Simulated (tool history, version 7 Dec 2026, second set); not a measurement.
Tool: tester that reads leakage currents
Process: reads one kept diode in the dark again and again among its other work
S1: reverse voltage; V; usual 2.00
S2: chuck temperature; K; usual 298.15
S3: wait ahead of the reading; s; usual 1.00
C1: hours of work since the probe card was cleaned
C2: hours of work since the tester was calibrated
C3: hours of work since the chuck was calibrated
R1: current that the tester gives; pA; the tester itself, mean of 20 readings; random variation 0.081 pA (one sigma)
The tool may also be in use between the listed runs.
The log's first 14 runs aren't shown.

| run | day | S1 | S2 | S3 | C1 | C2 | C3 | R1 |
|---|---|---|---|---|---|---|---|---|
| 15 | 18.983 | 2.00 | 298.15 | 1.99 | 1211 | 1174 | 566 | 21.33 |
| 16 | 20.554 | 2.00 | 298.15 | 1.00 | 1235 | 1198 | 591 | 21.50 |
| 17 | 21.467 | 2.00 | 297.15 | 1.00 | 1249 | 1212 | 605 | 19.47 |
| 18 | 22.804 | 2.00 | 297.15 | 0.93 | 1270 | 1233 | 626 | 19.42 |
| 19 | 24.417 | 2.00 | 297.15 | 0.93 | 1295 | 1258 | 651 | 19.66 |
| 20 | 25.800 | 2.00 | 298.15 | 2.37 | 1317 | 1280 | 672 | 21.36 |
| 21 | 27.658 | 3.48 | 298.15 | 3.02 | 1345 | 1308 | 701 | 27.47 |
| 22 | 28.492 | 1.86 | 302.15 | 1.49 | 1358 | 1321 | 714 | 29.76 |
| 23 | 29.867 | 10.33 | 298.15 | 1.49 | 1380 | 1343 | 735 | 45.71 |
| 24 | 31.875 | 19.19 | 312.15 | 0.50 | 1411 | 1374 | 766 | 213.00 |
| 25 | 33.100 | 19.19 | 323.15 | 0.50 | 1430 | 1393 | 785 | 516.29 |
| 26 | 35.029 | 2.00 | 328.15 | 2.57 | 1460 | 1422 | 815 | 268.73 |
| 27 | 36.521 | 19.23 | 298.15 | 0.94 | 1483 | 1446 | 838 | 62.53 |
| 28 | 37.904 | 8.46 | 305.15 | 1.04 | 1504 | 1467 | 859 | 78.24 |
| 29 | 39.250 | 2.36 | 331.15 | 0.30 | 1525 | 1488 | 880 | 366.81 |

The next listed run, before its measurement:
| 30 | 40.396 | 2.36 | 331.15 | 0.30 | 1543 | 1506 | 898 | ? |

R1: 367.30 pA
Without the tool's hidden state the same run would have given R1 367.35 pA.

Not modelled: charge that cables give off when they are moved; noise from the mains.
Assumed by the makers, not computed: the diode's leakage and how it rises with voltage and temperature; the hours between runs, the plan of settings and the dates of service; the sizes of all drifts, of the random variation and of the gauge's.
